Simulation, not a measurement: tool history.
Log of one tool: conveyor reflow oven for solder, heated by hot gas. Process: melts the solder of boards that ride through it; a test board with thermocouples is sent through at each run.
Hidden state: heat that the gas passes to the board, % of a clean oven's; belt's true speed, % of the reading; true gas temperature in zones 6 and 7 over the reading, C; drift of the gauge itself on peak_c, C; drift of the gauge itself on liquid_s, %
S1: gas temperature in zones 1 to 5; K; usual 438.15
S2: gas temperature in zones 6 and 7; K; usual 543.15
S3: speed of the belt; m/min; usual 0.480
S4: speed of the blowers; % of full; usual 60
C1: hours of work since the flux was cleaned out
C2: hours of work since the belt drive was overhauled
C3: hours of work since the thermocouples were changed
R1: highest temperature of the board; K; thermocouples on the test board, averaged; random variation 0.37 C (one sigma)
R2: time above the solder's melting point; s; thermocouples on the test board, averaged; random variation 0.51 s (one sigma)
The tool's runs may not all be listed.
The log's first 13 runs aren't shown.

Run 14, day 28.004: usual settings but S3 0.469 m/min; C1 369; C2 1237; C3 298. Result: R1 517.75 K, R2 54.6 s.
Run 15, day 30.292: usual settings but S3 0.469 m/min; C1 400; C2 1268; C3 328. Result: R1 517.15 K, R2 53.7 s.
Run 16, day 33.458: usual settings but S3 0.469 m/min; C1 442; C2 1310; C3 370. Result: R1 516.85 K, R2 52.8 s.
At day 35.483: flux residue cleaned out of gas plates and filters.
Run 17, day 36.400: usual settings but S2 552.15 K, S4 73 % of full; C1 12; C2 1346; C3 406. Result: R1 532.45 K, R2 68.5 s.
Run 18, day 38.133: usual settings but S2 535.15 K, S3 0.567 m/min, S4 78 % of full; C1 35; C2 1369; C3 429. Result: R1 512.25 K, R2 40.2 s.
Run 19, day 41.238: usual settings but S1 430.15 K, S2 535.15 K, S3 0.567 m/min, S4 73 % of full; C1 76; C2 1410; C3 470. Result: R1 508.85 K, R2 32.7 s.
Run 20, day 43.896: usual settings but S1 430.15 K, S2 535.15 K, S3 0.567 m/min, S4 73 % of full; C1 111; C2 1445; C3 505. Result: R1 508.35 K, R2 33.4 s.
Run 21, day 45.417: usual settings but S1 428.15 K, S2 542.15 K, S3 0.485 m/min, S4 52 % of full; C1 131; C2 1465; C3 526. Result: R1 513.25 K, R2 43.3 s.
At day 48.017: belt drive overhauled, speed set with a stopwatch.
Run 22, day 48.496: usual settings but S1 433.15 K, S3 0.510 m/min; C1 170; C2 6; C3 564. Result: R1 514.55 K, R2 43.5 s.
Run 23, day 51.608: usual settings but S1 444.15 K; C1 211; C2 48; C3 605. Result: R1 519.05 K, R2 56.0 s.
Run 24, day 53.179: usual settings but S3 0.499 m/min, S4 53 % of full; C1 232; C2 68; C3 626. Result: R1 512.75 K, R2 43.0 s.
Run 25, day 55.117: usual settings but S3 0.499 m/min, S4 53 % of full; C1 258; C2 94; C3 652. Result: R1 513.55 K, R2 43.5 s.
Run 26, day 56.904: usual settings but S3 0.499 m/min, S4 53 % of full; C1 281; C2 118; C3 675. Result: R1 513.45 K, R2 43.3 s.
Run 27, day 58.304: usual settings but S3 0.499 m/min, S4 53 % of full; C1 300; C2 136; C3 694. Result: R1 512.45 K, R2 42.5 s.
Run 28, day 61.546: usual settings but S1 429.15 K, S2 556.15 K, S3 0.443 m/min, S4 53 % of full; C1 343; C2 179; C3 737. Result: R1 526.45 K, R2 62.0 s.
Run 29, day 64.817: usual settings but S1 423.15 K, S2 536.15 K, S3 0.535 m/min, S4 67 % of full; C1 386; C2 222; C3 780. Result: R1 503.65 K, R2 25.1 s.
At day 65.933: thermocouples of zones 6 and 7 changed.
Run 30, day 66.400: usual settings but S3 0.471 m/min, S4 78 % of full; C1 406; C2 242; C3 6. Result: R1 519.45 K, R2 56.1 s.

3 ways to go on from here, each from the tool as it stands after run 30. What would each give?
Run A, day 68.321: usual settings but S2 551.15 K, S3 0.471 m/min, S4 78 % of full; C1 431; C2 268; C3 32. Result: R1 ?, R2 ?.
Run B, day 68.321: usual settings but S1 448.15 K, S3 0.471 m/min, S4 78 % of full; C1 431; C2 268; C3 32. Result: R1 ?, R2 ?.
Run C, day 68.321: usual settings but S1 431.15 K, S3 0.471 m/min, S4 52 % of full; C1 431; C2 268; C3 32. Result: R1 ?, R2 ?.

run      R1    R2
  A  525.45  62.2
  B  521.85  61.2
  C  509.95  39.1
Without the tool's hidden state the same runs would have given:
run      R1    R2
  A  531.45  68.0
  B  526.95  67.0
  C  515.25  47.0
